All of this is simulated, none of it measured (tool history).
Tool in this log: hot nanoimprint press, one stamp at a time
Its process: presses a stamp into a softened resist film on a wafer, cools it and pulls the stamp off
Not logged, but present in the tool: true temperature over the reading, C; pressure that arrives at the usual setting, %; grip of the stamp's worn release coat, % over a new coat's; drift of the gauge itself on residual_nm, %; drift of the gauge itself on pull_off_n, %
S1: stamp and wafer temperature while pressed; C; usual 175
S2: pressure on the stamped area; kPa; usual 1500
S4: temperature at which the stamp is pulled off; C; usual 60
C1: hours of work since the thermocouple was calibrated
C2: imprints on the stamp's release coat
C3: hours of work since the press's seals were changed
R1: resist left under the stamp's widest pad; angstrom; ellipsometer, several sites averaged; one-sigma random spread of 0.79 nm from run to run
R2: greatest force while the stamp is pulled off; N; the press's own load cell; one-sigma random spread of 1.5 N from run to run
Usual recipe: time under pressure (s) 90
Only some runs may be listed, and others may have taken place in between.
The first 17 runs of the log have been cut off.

run 18 day=16.117 | S1=165 S2=1570 time_under_pressure_(s)=157 S4=61 | C1=238 C2=368 C3=551 | R1=1241 R2=109
run 19 day=16.950 | S1=175 S2=1690 time_under_pressure_(s)=137 S4=60 | C1=247 C2=410 C3=560 | R1=971 R2=111
run 20 day=18.050 | S1=163 S2=1140 time_under_pressure_(s)=52 S4=60 | C1=258 C2=465 C3=571 | R1=2162 R2=107
run 21 day=19.196 | S1=179 S2=2230 time_under_pressure_(s)=90 S4=60 | C1=270 C2=523 C3=583 | R1=894 R2=110
run 22 day=20.583 | S1=179 S2=2230 time_under_pressure_(s)=90 S4=60 | C1=285 C2=592 C3=598 | R1=903 R2=113
run 23 day=21.646 | S1=179 S2=2230 time_under_pressure_(s)=144 S4=48 | C1=296 C2=646 C3=609 | R1=747 R2=137
run 24 day=22.425 | S1=179 S2=1100 time_under_pressure_(s)=144 S4=52 | C1=304 C2=685 C3=617 | R1=1073 R2=125
run 25 day=23.492 | S1=179 S2=1490 time_under_pressure_(s)=144 S4=47 | C1=315 C2=739 C3=628 | R1=931 R2=137
-- day=24.579 stamp cleaned and given a new release coat
run 26 day=25.008 | S1=179 S2=1290 time_under_pressure_(s)=144 S4=67 | C1=329 C2=21 C3=641 | R1=995 R2=95
run 27 day=25.842 | S1=179 S2=1880 time_under_pressure_(s)=90 S4=45 | C1=337 C2=63 C3=650 | R1=990 R2=129
run 28 day=27.254 | S1=175 S2=1780 time_under_pressure_(s)=90 S4=48 | C1=352 C2=134 C3=665 | R1=1131 R2=123
run 29 day=28.692 | S1=170 S2=1940 time_under_pressure_(s)=76 S4=62 | C1=367 C2=207 C3=680 | R1=1307 R2=104
run 30 day=30.067 | S1=167 S2=1940 time_under_pressure_(s)=97 S4=62 | C1=381 C2=276 C3=694 | R1=1309 R2=106

Branching from run 30: 4 alternative next runs. What would each branch give?
run A day=30.762 | S1=182 S2=1940 time_under_pressure_(s)=97 S4=62 | C1=389 C2=311 C3=701 | R1=? R2=?
run B day=30.762 | S1=170 S2=1940 time_under_pressure_(s)=97 S4=62 | C1=389 C2=311 C3=701 | R1=? R2=?
run C day=30.762 | S1=167 S2=1940 time_under_pressure_(s)=60 S4=62 | C1=389 C2=311 C3=701 | R1=? R2=?
run D day=30.762 | S1=167 S2=1680 time_under_pressure_(s)=97 S4=62 | C1=389 C2=311 C3=701 | R1=? R2=?

run=A R1=872 R2=104
run=B R1=1198 R2=105
run=C R1=1539 R2=107
run=D R1=1404 R2=107
With no hidden state in the tool, these same runs would have given:
run=A R1=816 R2=97
run=B R1=1116 R2=98
run=C R1=1441 R2=99
run=D R1=1314 R2=100
